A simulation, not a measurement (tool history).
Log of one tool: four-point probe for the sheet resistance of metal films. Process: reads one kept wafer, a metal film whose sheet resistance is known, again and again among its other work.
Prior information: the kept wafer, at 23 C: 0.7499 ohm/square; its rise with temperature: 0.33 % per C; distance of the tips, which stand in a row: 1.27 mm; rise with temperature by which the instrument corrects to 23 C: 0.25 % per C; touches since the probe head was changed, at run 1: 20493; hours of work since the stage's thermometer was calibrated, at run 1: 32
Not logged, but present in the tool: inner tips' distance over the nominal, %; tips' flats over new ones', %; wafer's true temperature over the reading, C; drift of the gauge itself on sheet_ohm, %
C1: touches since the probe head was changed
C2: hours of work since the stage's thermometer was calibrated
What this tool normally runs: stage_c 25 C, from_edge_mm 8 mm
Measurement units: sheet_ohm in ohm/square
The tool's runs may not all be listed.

run 1 hour=0.0 | stage_c=25 from_edge_mm=8 | C1=20493 C2=32 | sheet_ohm=0.755696
run 2 hour=36.2 | stage_c=25 from_edge_mm=8 | C1=21856 C2=49 | sheet_ohm=0.755539
run 3 hour=90.1 | stage_c=34 from_edge_mm=8 | C1=23886 C2=75 | sheet_ohm=0.760445
run 4 hour=140.7 | stage_c=34 from_edge_mm=8 | C1=25789 C2=99 | sheet_ohm=0.760280
run 5 hour=173.5 | stage_c=25 from_edge_mm=8 | C1=27025 C2=115 | sheet_ohm=0.754944
run 6 hour=223.7 | stage_c=25 from_edge_mm=9 | C1=28913 C2=139 | sheet_ohm=0.752735
run 7 hour=264.6 | stage_c=28 from_edge_mm=8 | C1=30454 C2=159 | sheet_ohm=0.756288
run 8 hour=292.8 | stage_c=25 from_edge_mm=8 | C1=31517 C2=172 | sheet_ohm=0.754740
run 9 hour=330.8 | stage_c=25 from_edge_mm=8 | C1=32946 C2=190 | sheet_ohm=0.754548
run 10 hour=355.2 | stage_c=25 from_edge_mm=28 | C1=33864 C2=202 | sheet_ohm=0.745236
run 11 hour=401.0 | stage_c=25 from_edge_mm=28 | C1=35591 C2=224 | sheet_ohm=0.744865
run 12 hour=458.6 | stage_c=25 from_edge_mm=28 | C1=37756 C2=251 | sheet_ohm=0.744997
run 13 hour=494.5 | stage_c=25 from_edge_mm=28 | C1=39110 C2=268 | sheet_ohm=0.744571
run 14 hour=538.1 | stage_c=25 from_edge_mm=28 | C1=40750 C2=289 | sheet_ohm=0.744719
run 15 hour=579.4 | stage_c=25 from_edge_mm=8 | C1=42305 C2=309 | sheet_ohm=0.753647
run 16 hour=635.2 | stage_c=25 from_edge_mm=8 | C1=44407 C2=336 | sheet_ohm=0.753531
run 17 hour=669.1 | stage_c=20 from_edge_mm=21 | C1=45681 C2=352 | sheet_ohm=0.742003
run 18 hour=725.3 | stage_c=20 from_edge_mm=21 | C1=47798 C2=379 | sheet_ohm=0.741643
-- hour=731.1 stage's thermometer calibrated
run 19 hour=773.6 | stage_c=18 from_edge_mm=16 | C1=49597 C2=20 | sheet_ohm=0.741276
run 20 hour=816.4 | stage_c=18 from_edge_mm=4 | C1=51209 C2=41 | sheet_ohm=0.776882
run 21 hour=845.8 | stage_c=25 from_edge_mm=13 | C1=52314 C2=55 | sheet_ohm=0.746246
-- hour=873.9 stage's thermometer calibrated, once more
run 22 hour=892.9 | stage_c=26 from_edge_mm=8 | C1=54071 C2=9 | sheet_ohm=0.753413
run 23 hour=933.8 | stage_c=26 from_edge_mm=8 | C1=55610 C2=29 | sheet_ohm=0.753395
run 24 hour=977.4 | stage_c=31 from_edge_mm=5 | C1=57249 C2=49 | sheet_ohm=0.771017
run 25 hour=1012.8 | stage_c=22 from_edge_mm=40 | C1=58583 C2=66 | sheet_ohm=0.741081
run 26 hour=1055.9 | stage_c=22 from_edge_mm=40 | C1=60205 C2=87 | sheet_ohm=0.740832
run 27 hour=1081.7 | stage_c=19 from_edge_mm=52 | C1=61176 C2=99 | sheet_ohm=0.738795
run 28 hour=1127.7 | stage_c=20 from_edge_mm=33 | C1=62910 C2=121 | sheet_ohm=0.739771
run 29 hour=1182.8 | stage_c=18 from_edge_mm=7 | C1=64984 C2=148 | sheet_ohm=0.750932
run 30 hour=1239.6 | stage_c=23 from_edge_mm=3 | C1=67120 C2=175 | sheet_ohm=0.805233
run 31 hour=1292.1 | stage_c=22 from_edge_mm=9 | C1=69096 C2=200 | sheet_ohm=0.747922
run 32 hour=1349.7 | stage_c=22 from_edge_mm=15 | C1=71267 C2=227 | sheet_ohm=0.742559

Branching from run 32: 3 alternative next runs. What would each branch give?
run A hour=1377.3 | stage_c=31 from_edge_mm=6 | C1=72305 C2=240 | sheet_ohm=?
run B hour=1377.3 | stage_c=27 from_edge_mm=51 | C1=72305 C2=240 | sheet_ohm=?
run C hour=1377.3 | stage_c=32 from_edge_mm=35 | C1=72305 C2=240 | sheet_ohm=?

run=A sheet_ohm=0.761792
run=B sheet_ohm=0.742506
run=C sheet_ohm=0.745343
With the hidden condition removed and each run's random variation left untouched, the same runs would have given:
run=A sheet_ohm=0.771958
run=B sheet_ohm=0.752435
run=C sheet_ohm=0.755305
